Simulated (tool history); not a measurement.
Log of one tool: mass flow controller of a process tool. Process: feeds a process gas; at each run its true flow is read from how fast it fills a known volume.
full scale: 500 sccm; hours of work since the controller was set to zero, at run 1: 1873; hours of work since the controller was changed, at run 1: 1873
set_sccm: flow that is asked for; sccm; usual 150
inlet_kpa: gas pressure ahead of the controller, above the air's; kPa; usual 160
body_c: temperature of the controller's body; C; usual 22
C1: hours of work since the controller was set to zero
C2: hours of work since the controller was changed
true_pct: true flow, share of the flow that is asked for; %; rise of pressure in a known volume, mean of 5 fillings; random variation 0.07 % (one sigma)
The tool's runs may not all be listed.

{"run": 1, "hour": 0.0, "set_sccm": 150, "inlet_kpa": 160, "body_c": 22, "C1": 1873, "C2": 1873, "true_pct": 98.11}
{"run": 2, "hour": 312.3, "set_sccm": 150, "inlet_kpa": 160, "body_c": 22, "C1": 2051, "C2": 2051, "true_pct": 98.11}
{"run": 3, "hour": 548.7, "set_sccm": 107, "inlet_kpa": 160, "body_c": 22, "C1": 2186, "C2": 2186, "true_pct": 97.99}
{"run": 4, "hour": 717.6, "set_sccm": 150, "inlet_kpa": 160, "body_c": 22, "C1": 2282, "C2": 2282, "true_pct": 98.16}
{"run": 5, "hour": 1041.6, "set_sccm": 235, "inlet_kpa": 160, "body_c": 22, "C1": 2467, "C2": 2467, "true_pct": 98.51}
{"run": 6, "hour": 1283.8, "set_sccm": 235, "inlet_kpa": 160, "body_c": 22, "C1": 2605, "C2": 2605, "true_pct": 98.55}
{"run": 7, "hour": 1593.0, "set_sccm": 235, "inlet_kpa": 160, "body_c": 22, "C1": 2781, "C2": 2781, "true_pct": 98.46}
{"run": 8, "hour": 1911.6, "set_sccm": 276, "inlet_kpa": 160, "body_c": 28, "C1": 2963, "C2": 2963, "true_pct": 99.29}

The next listed run, before its measurement:
{"run": 9, "hour": 2062.2, "set_sccm": 276, "inlet_kpa": 226, "body_c": 25, "C1": 3049, "C2": 3049, "true_pct": "?"}

true_pct: 99.41 %
Without the tool's hidden state the same run would have given true_pct 99.4 %.
